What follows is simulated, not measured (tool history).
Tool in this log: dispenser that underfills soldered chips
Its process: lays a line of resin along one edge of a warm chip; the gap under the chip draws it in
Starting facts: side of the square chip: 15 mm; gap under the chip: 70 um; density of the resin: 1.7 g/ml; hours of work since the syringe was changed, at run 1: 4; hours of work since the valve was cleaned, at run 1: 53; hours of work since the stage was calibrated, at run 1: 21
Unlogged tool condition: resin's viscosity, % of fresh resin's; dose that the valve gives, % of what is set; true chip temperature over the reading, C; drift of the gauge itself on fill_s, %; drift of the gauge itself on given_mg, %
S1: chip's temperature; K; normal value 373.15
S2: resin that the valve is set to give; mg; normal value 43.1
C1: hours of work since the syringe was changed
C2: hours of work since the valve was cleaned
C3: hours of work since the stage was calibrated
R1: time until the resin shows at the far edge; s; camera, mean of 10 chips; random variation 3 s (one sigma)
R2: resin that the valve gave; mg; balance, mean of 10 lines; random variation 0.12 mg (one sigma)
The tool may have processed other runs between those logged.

run	day	S1	S2	C1	C2	C3	R1	R2
1	0.000	373.15	43.1	4	53	21	381.0	42.12
2	0.317	373.15	43.1	10	59	27	533.8	42.09
# day 0.450: new syringe of resin
3	0.629	373.15	43.1	3	64	32	348.0	42.09
4	0.788	373.15	43.1	6	67	35	403.8	42.03
5	0.967	373.15	37.7	9	70	38	514.7	36.49
# day 1.171: new syringe of resin
6	1.192	373.15	37.7	0	74	42	304.9	36.62
7	1.538	373.15	37.7	6	80	48	445.7	36.61
8	1.771	373.15	37.7	10	84	52	561.6	36.57
# day 1.879: new syringe of resin
9	2.112	373.15	37.7	4	89	57	383.2	36.55
10	2.288	373.15	37.7	7	92	60	464.4	36.26
11	2.438	373.15	43.1	10	95	63	534.0	41.52
# day 2.583: new syringe of resin
12	2.708	361.15	43.1	2	99	67	479.7	41.49
13	2.979	373.15	43.1	7	104	72	451.6	41.51
14	3.175	373.15	43.1	10	107	75	554.9	41.41
# day 3.300: new syringe of resin
15	3.429	373.15	43.1	2	112	80	334.1	41.32
16	3.750	373.15	43.1	8	117	85	463.5	41.42
17	3.904	373.15	43.1	10	120	88	557.0	41.20
# day 4.017: new syringe of resin
18	4.138	373.15	55.5	2	124	92	329.7	52.87
19	4.362	366.15	51.8	6	128	96	516.9	49.42
# day 4.604: dispensing valve cleaned and set on the balance
20	4.683	366.15	51.8	11	1	100	682.1	51.82
# day 4.775: new syringe of resin
21	4.888	360.15	43.2	2	5	104	475.8	42.82
22	5.183	360.15	43.2	7	10	109	682.1	42.76
23	5.408	382.15	49.4	11	14	113	447.3	48.98
# day 5.488: new syringe of resin
24	5.571	364.15	41.3	1	16	115	416.4	40.97
25	5.754	362.15	41.4	5	20	119	533.6	41.05
26	5.938	362.15	41.4	8	23	122	660.2	40.92
27	6.083	380.15	43.4	10	25	124	449.0	43.01
# day 6.192: new syringe of resin
28	6.275	363.15	37.9	1	28	127	434.1	37.40
29	6.525	370.15	44.6	6	33	132	447.6	44.06
30	6.771	380.15	42.0	10	37	136	449.3	41.22
# day 6.904: new syringe of resin
31	7.062	373.15	38.2	3	42	141	350.4	37.32
32	7.304	378.15	45.9	7	46	145	383.7	45.01
33	7.525	382.15	41.5	11	50	149	439.0	40.86
# day 7.625: new syringe of resin
34	7.871	382.15	41.5	4	55	154	291.3	40.43
35	8.017	382.15	41.5	7	58	157	335.0	40.36
36	8.262	374.15	45.3	11	62	161	550.7	44.10

Measured result minus the same run's result without the hidden state. Both carry the same run-to-run variation, though not necessarily the same gauge scatter:
run	R1	R2
1	+85.6	-0.93
2	+238.3	-1.02
3	+53.2	-1.10
4	+115.4	-1.14
5	+211.3	-1.03
6	+2.0	-1.09
7	+139.9	-1.16
8	+261.9	-1.21
9	+81.9	-1.30
10	+162.1	-1.33
11	+236.9	-1.57
12	+57.3	-1.64
13	+154.7	-1.71
14	+258.5	-1.77
15	+37.6	-1.83
16	+171.4	-1.94
17	+260.5	-1.97
18	+38.4	-2.62
19	+157.4	-2.53
20	+329.3	-0.19
21	+45.2	-0.21
22	+232.4	-0.29
23	+216.1	-0.41
24	+27.1	-0.37
25	+124.9	-0.43
26	+243.7	-0.46
27	+207.2	-0.52
28	+27.9	-0.50
29	+127.1	-0.67
30	+202.4	-0.70
31	+44.6	-0.70
32	+124.0	-0.91
33	+205.7	-0.89
34	+59.3	-0.97
35	+106.6	-1.00
36	+262.7	-1.16
